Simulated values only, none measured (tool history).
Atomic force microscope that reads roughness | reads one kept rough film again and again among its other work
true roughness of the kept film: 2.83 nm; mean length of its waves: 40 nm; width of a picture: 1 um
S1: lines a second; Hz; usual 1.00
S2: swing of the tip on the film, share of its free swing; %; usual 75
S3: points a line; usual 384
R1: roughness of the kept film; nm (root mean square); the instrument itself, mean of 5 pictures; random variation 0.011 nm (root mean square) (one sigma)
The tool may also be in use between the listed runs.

| run | day | S1 | S2 | S3 | R1 |
|---|---|---|---|---|---|
| 1 | 0.000 | 1.00 | 75 | 384 | 2.584 |
| 2 | 2.254 | 1.00 | 61 | 384 | 2.468 |
|  | 2.938 | new tip fitted |
| 3 | 4.133 | 1.00 | 61 | 384 | 2.555 |
| 4 | 5.508 | 1.00 | 55 | 384 | 2.467 |
|  | 6.038 | new tip fitted |
| 5 | 6.683 | 1.00 | 75 | 832 | 2.542 |
| 6 | 8.942 | 1.00 | 75 | 384 | 2.356 |
|  | 9.233 | new tip fitted |
| 7 | 10.888 | 1.00 | 75 | 384 | 2.438 |
| 8 | 12.167 | 1.00 | 75 | 384 | 2.359 |
|  | 12.296 | new tip fitted |
| 9 | 13.254 | 1.00 | 82 | 423 | 2.468 |
|  | 15.388 | new tip fitted |
| 10 | 15.404 | 0.58 | 70 | 384 | 2.655 |
| 11 | 17.054 | 3.91 | 56 | 335 | 2.431 |
| 12 | 18.388 | 3.91 | 56 | 335 | 2.339 |
|  | 18.542 | new tip fitted |
| 13 | 19.908 | 3.91 | 56 | 335 | 2.458 |

Forecast each of these 5 alternatives for the next run:
| A | 20.871 | 1.05 | 75 | 354 | ? |
| B | 20.871 | 0.70 | 88 | 335 | ? |
| C | 20.871 | 1.56 | 80 | 722 | ? |
| D | 20.871 | 0.50 | 88 | 473 | ? |
| E | 20.871 | 3.86 | 67 | 811 | ? |

| run | R1 |
|---|---|
| A | 2.395 |
| B | 2.371 |
| C | 2.299 |
| D | 2.423 |
| E | 2.254 |
Without the tool's hidden state the same runs would have given:
| run | R1 |
|---|---|
| A | 2.598 |
| B | 2.572 |
| C | 2.494 |
| D | 2.628 |
| E | 2.445 |

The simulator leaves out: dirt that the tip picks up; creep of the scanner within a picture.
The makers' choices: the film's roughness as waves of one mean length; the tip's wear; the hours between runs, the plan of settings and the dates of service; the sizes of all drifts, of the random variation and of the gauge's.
